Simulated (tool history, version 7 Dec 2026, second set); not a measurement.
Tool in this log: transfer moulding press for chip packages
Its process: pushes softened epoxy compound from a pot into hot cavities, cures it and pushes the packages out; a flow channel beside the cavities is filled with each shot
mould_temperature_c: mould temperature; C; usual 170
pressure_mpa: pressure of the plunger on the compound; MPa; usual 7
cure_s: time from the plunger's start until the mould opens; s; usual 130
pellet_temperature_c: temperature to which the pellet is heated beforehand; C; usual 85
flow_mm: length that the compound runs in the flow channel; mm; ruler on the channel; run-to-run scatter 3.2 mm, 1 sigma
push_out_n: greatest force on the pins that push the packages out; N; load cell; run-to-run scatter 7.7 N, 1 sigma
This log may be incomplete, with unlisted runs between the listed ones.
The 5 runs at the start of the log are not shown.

run,hour,mould_temperature_c,pressure_mpa,cure_s,pellet_temperature_c,hours of work since the mould's thermocouples were calibrated,shots since the plunger's rings were changed,shots since the cavities were cleaned,incoming compound's hours out of the cold store,flow_mm,push_out_n
# hour 68.2: cavities cleaned with cleaning compound and waxed
6,86.2,170,7,130,85,304,1782,182,21.1,602,355
7,102.7,170,7,130,85,316,1948,348,16.4,615,336
8,114.8,170,7,130,85,324,2070,470,47.7,530,306
9,129.6,170,7,130,85,334,2220,620,18.3,610,339
10,142.7,170,7,130,85,344,2352,752,48,532,314
11,155.4,170,7,130,85,353,2479,879,24,590,358
12,173.2,170,7,130,92,365,2659,1059,42.6,538,319
13,186.1,170,7,130,92,374,2788,1188,42.8,537,316
# hour 188.9: cavities cleaned with cleaning compound and waxed
14,208.6,170,7,130,85,389,3001,200,26.1,580,346
15,223.6,170,6.16,130,85,400,3152,351,30.8,540,337
16,234.5,170,6.16,130,85,407,3261,460,28.8,544,332
17,254.7,170,7,119,85,421,3464,663,8.2,641,430
18,273.2,170,6.64,119,79,434,3651,850,43.4,530,393
19,290.4,170,6.95,137,79,447,3825,1024,16,615,315
# hour 309.3: cavities cleaned with cleaning compound and waxed
20,314.1,170,5.53,130,78,462,4049,49,13.1,557,359
21,330.8,165,7,125,91,474,4217,217,27.1,596,488
22,340.8,165,8.42,140,85,481,4318,318,38.5,624,385
23,359.1,165,8.42,140,85,494,4502,502,43.8,607,378
# hour 370.4: mould's thermocouples calibrated
# hour 384.6: plunger's sealing rings changed
24,384.8,165,8.42,140,85,8,2,716,16.9,689,407
25,397.7,165,7.75,140,85,18,132,846,17.9,660,398
26,415.9,170,7,130,81,30,315,1029,12.7,626,342
27,425.4,170,7,136,79,37,410,1124,20,607,318
# hour 435.7: cavities cleaned with cleaning compound and waxed
28,442.9,170,7,119,79,48,571,71,43.6,541,374
29,453.4,170,7,119,79,56,678,178,18.4,612,391
30,463.8,166,6.81,153,85,63,782,282,10.9,633,326

Here are 3 independent what-if runs from the current tool condition. What would each one return?
A,478.6,166,6.81,119,85,73,932,432,19.9,?,?
B,478.6,174,7.86,153,95,73,932,432,30,?,?
C,478.6,170,7,123,87,73,932,432,36.7,?,?

run,flow_mm,push_out_n
A,608,514
B,599,277
C,562,349
Had the tool no hidden state, the same runs would have come out as:
run,flow_mm,push_out_n
A,608,509
B,599,274
C,562,346
